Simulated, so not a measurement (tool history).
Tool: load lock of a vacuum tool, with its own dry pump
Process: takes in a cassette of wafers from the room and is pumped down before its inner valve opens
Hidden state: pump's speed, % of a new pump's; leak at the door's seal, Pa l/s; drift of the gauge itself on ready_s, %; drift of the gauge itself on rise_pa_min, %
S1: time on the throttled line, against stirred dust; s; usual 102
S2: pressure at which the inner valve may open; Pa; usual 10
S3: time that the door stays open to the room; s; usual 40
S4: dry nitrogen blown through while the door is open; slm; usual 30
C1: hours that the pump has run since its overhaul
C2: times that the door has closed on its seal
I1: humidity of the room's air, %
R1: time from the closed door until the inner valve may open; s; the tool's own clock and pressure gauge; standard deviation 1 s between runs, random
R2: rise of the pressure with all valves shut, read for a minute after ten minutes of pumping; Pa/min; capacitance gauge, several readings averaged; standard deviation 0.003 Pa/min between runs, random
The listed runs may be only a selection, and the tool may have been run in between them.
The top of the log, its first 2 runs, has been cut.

{"run": 3, "hour": 559.8, "S1": 102, "S2": 10, "S3": 40, "S4": 30, "C1": 8609, "C2": 8703, "I1": 43.3, "R1": 172.3, "R2": 0.035}
{"run": 4, "hour": 883.5, "S1": 102, "S2": 10, "S3": 40, "S4": 30, "C1": 8932, "C2": 9194, "I1": 45.7, "R1": 172.3, "R2": 0.039}
{"run": 5, "hour": 1315.0, "S1": 193, "S2": 10, "S3": 40, "S4": 30, "C1": 9364, "C2": 9848, "I1": 42.7, "R1": 246.6, "R2": 0.038}
{"run": 6, "hour": 1658.9, "S1": 193, "S2": 10, "S3": 40, "S4": 30, "C1": 9708, "C2": 10370, "I1": 45.4, "R1": 246.8, "R2": 0.04}
{"run": 7, "hour": 2014.5, "S1": 193, "S2": 12, "S3": 40, "S4": 30, "C1": 10063, "C2": 10909, "I1": 43.8, "R1": 245.0, "R2": 0.049}
{"run": 8, "hour": 2543.4, "S1": 193, "S2": 12, "S3": 40, "S4": 30, "C1": 10592, "C2": 11710, "I1": 46.7, "R1": 247.8, "R2": 0.042}
{"run": 9, "hour": 3037.4, "S1": 193, "S2": 12, "S3": 40, "S4": 30, "C1": 11086, "C2": 12459, "I1": 42.6, "R1": 248.4, "R2": 0.048}
{"run": 10, "hour": 3457.9, "S1": 102, "S2": 10, "S3": 40, "S4": 30, "C1": 11507, "C2": 13097, "I1": 46.6, "R1": 173.7, "R2": 0.049}
{"run": 11, "hour": 3704.9, "S1": 102, "S2": 10, "S3": 40, "S4": 30, "C1": 11754, "C2": 13471, "I1": 43.2, "R1": 176.0, "R2": 0.052}
{"run": 12, "hour": 4163.6, "S1": 102, "S2": 10, "S3": 40, "S4": 30, "C1": 12213, "C2": 14167, "I1": 42.2, "R1": 177.6, "R2": 0.056}
{"run": 13, "hour": 4656.2, "S1": 102, "S2": 9, "S3": 40, "S4": 30, "C1": 12705, "C2": 14913, "I1": 43.7, "R1": 180.3, "R2": 0.06}
{"run": 14, "hour": 5165.3, "S1": 117, "S2": 10, "S3": 40, "S4": 30, "C1": 13214, "C2": 15685, "I1": 48.0, "R1": 189.2, "R2": 0.056}
{"run": 15, "hour": 5602.3, "S1": 102, "S2": 10, "S3": 40, "S4": 30, "C1": 13651, "C2": 16348, "I1": 48.1, "R1": 177.7, "R2": 0.063}
{"hour": 5790.0, "done": "dry pump taken out, an overhauled one fitted"}
{"run": 16, "hour": 6094.7, "S1": 102, "S2": 10, "S3": 40, "S4": 30, "C1": 305, "C2": 17085, "I1": 47.3, "R1": 162.5, "R2": 0.068}
{"run": 17, "hour": 6430.1, "S1": 102, "S2": 10, "S3": 40, "S4": 30, "C1": 640, "C2": 17594, "I1": 47.6, "R1": 162.3, "R2": 0.072}
{"run": 18, "hour": 6963.3, "S1": 102, "S2": 10, "S3": 40, "S4": 30, "C1": 1173, "C2": 18402, "I1": 45.1, "R1": 162.7, "R2": 0.068}
{"run": 19, "hour": 7496.2, "S1": 102, "S2": 10, "S3": 40, "S4": 30, "C1": 1706, "C2": 19210, "I1": 42.6, "R1": 162.4, "R2": 0.067}
{"run": 20, "hour": 7784.7, "S1": 102, "S2": 10, "S3": 40, "S4": 30, "C1": 1995, "C2": 19647, "I1": 45.2, "R1": 162.7, "R2": 0.078}
{"run": 21, "hour": 8036.7, "S1": 82, "S2": 10, "S3": 35, "S4": 14, "C1": 2247, "C2": 20029, "I1": 42.3, "R1": 146.4, "R2": 0.08}
{"run": 22, "hour": 8417.7, "S1": 100, "S2": 9, "S3": 67, "S4": 10, "C1": 2628, "C2": 20607, "I1": 43.8, "R1": 162.7, "R2": 0.1}

Expected results for the next run?
{"run": 23, "hour": 8780.9, "S1": 100, "S2": 8, "S3": 67, "S4": 10, "C1": 2991, "C2": 21157, "I1": 41.6, "R1": "?", "R2": "?"}

Run 23 measured R1 166.5 s, R2 0.102 Pa/min.
Were there no unlogged condition in the tool, this run, its random variation unchanged, would have produced R1 163.2 s, R2 0.042 Pa/min.

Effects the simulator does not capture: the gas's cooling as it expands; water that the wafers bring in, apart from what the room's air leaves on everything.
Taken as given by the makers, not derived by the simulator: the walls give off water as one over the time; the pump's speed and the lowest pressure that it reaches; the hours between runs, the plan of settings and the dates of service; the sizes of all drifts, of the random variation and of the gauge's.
